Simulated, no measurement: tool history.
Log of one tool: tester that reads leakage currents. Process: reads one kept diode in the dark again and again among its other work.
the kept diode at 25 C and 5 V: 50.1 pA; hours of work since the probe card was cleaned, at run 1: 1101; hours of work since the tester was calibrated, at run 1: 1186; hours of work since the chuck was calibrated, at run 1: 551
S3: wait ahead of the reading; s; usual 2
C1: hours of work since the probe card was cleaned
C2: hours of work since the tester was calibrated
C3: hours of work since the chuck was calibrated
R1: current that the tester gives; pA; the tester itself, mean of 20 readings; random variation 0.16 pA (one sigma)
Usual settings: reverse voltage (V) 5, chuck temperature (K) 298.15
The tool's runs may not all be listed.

run 1 day=0 | reverse_voltage_(V)=5 chuck_temperature_(K)=298.15 S3=2 | C1=1101 C2=1186 C3=551 | R1=51.3
-- day=4.904 chuck's temperature calibrated
run 2 day=6.879 | reverse_voltage_(V)=5 chuck_temperature_(K)=298.15 S3=2 | C1=1173 C2=1258 C3=21 | R1=51.27
run 3 day=10.404 | reverse_voltage_(V)=5 chuck_temperature_(K)=298.15 S3=2 | C1=1211 C2=1295 C3=58 | R1=50.92
run 4 day=18.275 | reverse_voltage_(V)=5 chuck_temperature_(K)=298.15 S3=2 | C1=1294 C2=1378 C3=142 | R1=51.06
run 5 day=24.958 | reverse_voltage_(V)=5 chuck_temperature_(K)=298.15 S3=2 | C1=1365 C2=1449 C3=212 | R1=50.83
run 6 day=30.521 | reverse_voltage_(V)=5 chuck_temperature_(K)=298.15 S3=2 | C1=1424 C2=1508 C3=271 | R1=50.91
run 7 day=37.683 | reverse_voltage_(V)=5 chuck_temperature_(K)=298.15 S3=2 | C1=1499 C2=1584 C3=347 | R1=50.93
run 8 day=42.371 | reverse_voltage_(V)=5 chuck_temperature_(K)=298.15 S3=2 | C1=1549 C2=1633 C3=397 | R1=51.12
run 9 day=46.729 | reverse_voltage_(V)=5 chuck_temperature_(K)=298.15 S3=2 | C1=1595 C2=1680 C3=443 | R1=50.9
run 10 day=49.908 | reverse_voltage_(V)=5 chuck_temperature_(K)=298.15 S3=2 | C1=1629 C2=1713 C3=476 | R1=51.24
run 11 day=55.225 | reverse_voltage_(V)=5 chuck_temperature_(K)=298.15 S3=2 | C1=1685 C2=1770 C3=533 | R1=51.17
run 12 day=59.029 | reverse_voltage_(V)=7.21 chuck_temperature_(K)=313.15 S3=0.36 | C1=1725 C2=1810 C3=573 | R1=242.1
-- day=61.596 chuck's temperature calibrated
run 13 day=64.746 | reverse_voltage_(V)=7.21 chuck_temperature_(K)=313.15 S3=0.36 | C1=1785 C2=1869 C3=33 | R1=242.09
run 14 day=70.604 | reverse_voltage_(V)=7.21 chuck_temperature_(K)=294.15 S3=5.73 | C1=1847 C2=1931 C3=95 | R1=41.36
run 15 day=76.967 | reverse_voltage_(V)=7.21 chuck_temperature_(K)=294.15 S3=5.73 | C1=1914 C2=1999 C3=163 | R1=40.97
run 16 day=81.762 | reverse_voltage_(V)=7.21 chuck_temperature_(K)=294.15 S3=5.73 | C1=1965 C2=2050 C3=213 | R1=41.09
run 17 day=85.175 | reverse_voltage_(V)=3.48 chuck_temperature_(K)=318.15 S3=0.93 | C1=2001 C2=2086 C3=250 | R1=255.61
run 18 day=90.733 | reverse_voltage_(V)=3.48 chuck_temperature_(K)=324.15 S3=4.25 | C1=2060 C2=2145 C3=308 | R1=416.2
run 19 day=97.842 | reverse_voltage_(V)=3.48 chuck_temperature_(K)=324.15 S3=4.25 | C1=2135 C2=2220 C3=384 | R1=415.62
run 20 day=101.562 | reverse_voltage_(V)=3.48 chuck_temperature_(K)=324.15 S3=4.25 | C1=2175 C2=2259 C3=423 | R1=415.71

Run 21 comes next. What will it give?
run 21 day=107.404 | reverse_voltage_(V)=5 chuck_temperature_(K)=320.15 S3=8.84 | C1=2237 C2=2321 C3=485 | R1=?

{"run 21": {"R1": 358.34}}
Without the tool's hidden state the same run would have given R1 357.98 pA.
